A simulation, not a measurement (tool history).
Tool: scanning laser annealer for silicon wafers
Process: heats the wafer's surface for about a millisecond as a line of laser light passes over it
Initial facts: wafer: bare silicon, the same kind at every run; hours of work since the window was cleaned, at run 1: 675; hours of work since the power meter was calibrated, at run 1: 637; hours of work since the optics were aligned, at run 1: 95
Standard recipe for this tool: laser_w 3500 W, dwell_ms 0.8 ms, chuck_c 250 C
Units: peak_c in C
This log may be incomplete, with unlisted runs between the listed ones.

run,hour,laser_w,dwell_ms,chuck_c,hours of work since the window was cleaned,hours of work since the power meter was calibrated,hours of work since the optics were aligned,peak_c
1,0,3500,0.8,250,675,637,95,963
2,47.5,3500,0.8,250,704,665,123,961
3,69.7,3500,0.8,250,718,679,137,955
4,100.1,3500,0.8,250,736,697,155,959
# hour 127.4: window over the wafer cleaned
5,128.7,3500,0.8,250,1,713,171,1003
6,172.6,3500,0.8,250,27,740,198,999
7,196.7,3500,0.8,250,42,755,213,1001
8,231.6,3500,0.8,250,63,776,234,998
9,276.4,3154,0.8,250,90,803,261,900
10,300.8,3500,0.8,250,105,818,276,994
11,336.9,3500,0.8,250,127,840,298,995
12,384.2,3294,0.8,282,156,868,326,968
13,423.4,3294,0.8,282,180,892,350,968
14,449.6,3136,0.814,216,195,908,366,858
15,482.4,3383,0.561,242,215,928,386,821
16,517.5,3311,0.731,285,237,949,407,936

What if the next run were any one of these 3? Each begins from the tool's condition after run 16:
A,555.3,3311,0.753,274,260,972,430,?
B,555.3,3500,0.565,263,260,972,430,?
C,555.3,3130,0.784,250,260,972,430,?

run,peak_c
A,933
B,870
C,876
Had the tool no hidden state, the same runs would have come out as:
run,peak_c
A,957
B,892
C,898
